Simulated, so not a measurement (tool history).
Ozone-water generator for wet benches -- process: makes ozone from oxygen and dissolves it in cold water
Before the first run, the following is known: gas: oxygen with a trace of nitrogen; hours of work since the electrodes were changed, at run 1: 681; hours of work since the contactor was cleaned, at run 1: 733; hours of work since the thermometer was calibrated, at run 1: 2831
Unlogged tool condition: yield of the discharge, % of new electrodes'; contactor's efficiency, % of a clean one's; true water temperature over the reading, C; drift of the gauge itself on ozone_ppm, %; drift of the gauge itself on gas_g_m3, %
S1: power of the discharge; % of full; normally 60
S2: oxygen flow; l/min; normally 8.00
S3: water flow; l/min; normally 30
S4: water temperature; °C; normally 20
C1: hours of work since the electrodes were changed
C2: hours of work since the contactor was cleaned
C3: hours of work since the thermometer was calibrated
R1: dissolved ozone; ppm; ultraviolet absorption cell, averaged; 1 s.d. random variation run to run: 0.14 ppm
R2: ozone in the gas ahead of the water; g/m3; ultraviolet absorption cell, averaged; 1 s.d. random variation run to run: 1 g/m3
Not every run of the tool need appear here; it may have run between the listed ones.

run    hour   S1     S2  S3  S4    C1    C2    C3    R1     R2
  1     0.0   60   8.00  30  20   681   733  2831  15.3  175.7
  2    34.3   60   8.00  30  20   704   756  2855  15.5  173.0
  3    81.9   60   8.00  30  13   736   788  2887  17.0  172.8
  4   127.0   60   8.00  30  13   766   819  2917  17.0  173.7
  5   171.1   60   8.00  30  13   796   848  2947  17.0  171.7
  6   206.0  100   8.00  30  20   819   872  2970  20.2  226.3
  7   243.7  100   8.00  30  20   845   897  2996  19.9  229.1
  8   282.0  100   8.00  30  20   871   923  3021  20.2  226.4
  9   340.9  100   8.00  30  24   910   963  3061  18.7  228.7
 10   367.4   60   7.47  30  20   928   981  3079  15.2  181.4
 11   429.1   44   7.47  30  20   970  1022  3120  13.0  151.5
 12   492.0   60   8.00  30  20  1012  1064  3163  15.5  171.3
 13   547.4   60   8.00  30  20  1049  1102  3200  15.1  172.8
 14   574.9   60   5.50  30  20  1068  1120  3219  15.0  211.0
 15   630.0   60   8.00  30  20  1105  1157  3256  15.4  172.5
 16   687.1   60   8.00  37  20  1144  1196  3294  12.5  174.4
 17   726.7   60  11.02  28  20  1170  1223  3321  15.8  145.0
 18   784.0   49  14.34  30  20  1209  1261  3359  13.2  113.9
      789.1  -- water thermometer calibrated
 19   829.7   42   8.00  30  27  1239  1292    27  11.3  143.0
 20   875.9   62   5.50  22  26  1270  1323    59  18.7  214.1
 21   902.1   62   5.50  22  26  1288  1340    76  18.6  213.8
 22   941.5   50   5.50  28  17  1315  1367   103  15.1  191.5
 23   995.1   50   5.50  28  17  1351  1403   139  15.1  190.8
 24  1046.4   50   5.50  28  17  1385  1438   173  15.1  191.0
 25  1079.5   50   5.50  28  17  1408  1460   196  15.1  191.0
     1125.9  -- water thermometer calibrated, once more
 26  1125.9   50   5.50  28  17  1438  1491     0  15.2  190.7
 27  1171.7   60   7.64  34  13  1469  1522    31  14.9  176.2
 28  1212.7   70   8.00  30  13  1497  1549    58  18.1  187.2
 29  1268.2   70   8.00  40  18  1534  1587    96  12.6  185.8
 30  1296.7   60   8.00  30  25  1553  1606   115  13.9  171.1
 31  1333.1   60   8.00  23  25  1578  1630   140  17.5  174.1
 32  1366.2   60   8.00  23  25  1600  1653   162  17.4  171.0

3 ways to go on from here, each from the tool as it stands after run 32. What would each give?
  A  1422.3  60  4.22  26  27  1638  1690  200   ?   ?
  B  1422.3  88  8.00  30  20  1638  1690  200   ?   ?
  C  1422.3  97  8.00  39  26  1638  1690  200   ?   ?

run    R1     R2
  A  15.4  242.6
  B  18.4  212.9
  C  13.6  222.9
With the hidden condition removed and each run's random variation left untouched, the same runs would have given:
run    R1     R2
  A  15.8  245.1
  B  19.0  215.5
  C  14.1  225.8
